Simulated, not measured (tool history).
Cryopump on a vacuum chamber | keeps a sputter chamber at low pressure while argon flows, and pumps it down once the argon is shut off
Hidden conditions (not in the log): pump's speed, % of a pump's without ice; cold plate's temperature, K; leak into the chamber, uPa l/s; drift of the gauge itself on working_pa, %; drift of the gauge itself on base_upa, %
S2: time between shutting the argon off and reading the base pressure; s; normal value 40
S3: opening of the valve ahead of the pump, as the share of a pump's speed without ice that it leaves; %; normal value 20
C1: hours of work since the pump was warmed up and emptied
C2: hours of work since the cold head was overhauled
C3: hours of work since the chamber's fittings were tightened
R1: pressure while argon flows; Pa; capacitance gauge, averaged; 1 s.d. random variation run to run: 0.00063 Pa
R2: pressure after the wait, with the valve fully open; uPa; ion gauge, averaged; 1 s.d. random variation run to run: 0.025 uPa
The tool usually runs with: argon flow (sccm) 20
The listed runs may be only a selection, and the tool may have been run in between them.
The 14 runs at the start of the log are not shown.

{"run": 15, "hour": 223.1, "argon flow (sccm)": 20, "S2": 134, "S3": 20, "C1": 216, "C2": 216, "C3": 821, "R1": 0.0959, "R2": 0.5}
{"run": 16, "hour": 242.2, "argon flow (sccm)": 20, "S2": 134, "S3": 20, "C1": 230, "C2": 230, "C3": 836, "R1": 0.096, "R2": 0.47}
{"run": 17, "hour": 254.7, "argon flow (sccm)": 20, "S2": 52, "S3": 20, "C1": 240, "C2": 240, "C3": 845, "R1": 0.0955, "R2": 0.86}
{"run": 18, "hour": 277.2, "argon flow (sccm)": 20, "S2": 52, "S3": 20, "C1": 257, "C2": 257, "C3": 862, "R1": 0.0961, "R2": 0.85}
{"run": 19, "hour": 292.5, "argon flow (sccm)": 20, "S2": 52, "S3": 20, "C1": 269, "C2": 269, "C3": 874, "R1": 0.0969, "R2": 0.85}
{"run": 20, "hour": 310.1, "argon flow (sccm)": 20, "S2": 52, "S3": 20, "C1": 282, "C2": 282, "C3": 887, "R1": 0.0971, "R2": 0.87}
{"run": 21, "hour": 320.9, "argon flow (sccm)": 20, "S2": 52, "S3": 20, "C1": 290, "C2": 290, "C3": 896, "R1": 0.0962, "R2": 0.89}
{"run": 22, "hour": 334.7, "argon flow (sccm)": 20, "S2": 52, "S3": 20, "C1": 301, "C2": 301, "C3": 906, "R1": 0.0971, "R2": 0.92}
{"run": 23, "hour": 347.9, "argon flow (sccm)": 20, "S2": 52, "S3": 20, "C1": 311, "C2": 311, "C3": 916, "R1": 0.0965, "R2": 0.89}
{"run": 24, "hour": 370.7, "argon flow (sccm)": 10, "S2": 40, "S3": 20, "C1": 328, "C2": 328, "C3": 933, "R1": 0.0486, "R2": 1.05}
{"run": 25, "hour": 390.4, "argon flow (sccm)": 20, "S2": 40, "S3": 27, "C1": 343, "C2": 343, "C3": 949, "R1": 0.0731, "R2": 1.14}
{"run": 26, "hour": 408.3, "argon flow (sccm)": 20, "S2": 40, "S3": 27, "C1": 357, "C2": 357, "C3": 962, "R1": 0.0724, "R2": 1.08}
{"run": 27, "hour": 425.7, "argon flow (sccm)": 8, "S2": 40, "S3": 28, "C1": 370, "C2": 370, "C3": 975, "R1": 0.0283, "R2": 1.1}
{"run": 28, "hour": 439.6, "argon flow (sccm)": 8, "S2": 40, "S3": 28, "C1": 381, "C2": 381, "C3": 986, "R1": 0.0284, "R2": 1.1}
{"run": 29, "hour": 452.3, "argon flow (sccm)": 35, "S2": 26, "S3": 46, "C1": 390, "C2": 390, "C3": 996, "R1": 0.0765, "R2": 1.53}
{"run": 30, "hour": 468.8, "argon flow (sccm)": 35, "S2": 26, "S3": 46, "C1": 403, "C2": 403, "C3": 1008, "R1": 0.0768, "R2": 1.52}
{"run": 31, "hour": 486.6, "argon flow (sccm)": 35, "S2": 26, "S3": 55, "C1": 416, "C2": 416, "C3": 1022, "R1": 0.0648, "R2": 1.49}
{"run": 32, "hour": 505.5, "argon flow (sccm)": 35, "S2": 26, "S3": 55, "C1": 431, "C2": 431, "C3": 1036, "R1": 0.0657, "R2": 1.48}
{"run": 33, "hour": 519.4, "argon flow (sccm)": 35, "S2": 26, "S3": 55, "C1": 441, "C2": 441, "C3": 1047, "R1": 0.0655, "R2": 1.48}
{"run": 34, "hour": 540.3, "argon flow (sccm)": 35, "S2": 26, "S3": 55, "C1": 457, "C2": 457, "C3": 1063, "R1": 0.0659, "R2": 1.48}

Branching from run 34: 5 alternative next runs. What would each branch give?
{"run": "A", "hour": 554.3, "argon flow (sccm)": 35, "S2": 124, "S3": 55, "C1": 468, "C2": 468, "C3": 1073, "R1": "?", "R2": "?"}
{"run": "B", "hour": 554.3, "argon flow (sccm)": 27, "S2": 181, "S3": 24, "C1": 468, "C2": 468, "C3": 1073, "R1": "?", "R2": "?"}
{"run": "C", "hour": 554.3, "argon flow (sccm)": 39, "S2": 23, "S3": 47, "C1": 468, "C2": 468, "C3": 1073, "R1": "?", "R2": "?"}
{"run": "D", "hour": 554.3, "argon flow (sccm)": 10, "S2": 28, "S3": 20, "C1": 468, "C2": 468, "C3": 1073, "R1": "?", "R2": "?"}
{"run": "E", "hour": 554.3, "argon flow (sccm)": 9, "S2": 45, "S3": 31, "C1": 468, "C2": 468, "C3": 1073, "R1": "?", "R2": "?"}

run=A R1=0.0671 R2=0.57
run=B R1=0.1113 R2=0.45
run=C R1=0.085 R2=1.66
run=D R1=0.0491 R2=1.4
run=E R1=0.0293 R2=0.98
Had the tool no hidden state, the same runs would have come out as:
run=A R1=0.0606 R2=0.43
run=B R1=0.1063 R2=0.31
run=C R1=0.0778 R2=1.52
run=D R1=0.0473 R2=1.26
run=E R1=0.0277 R2=0.83
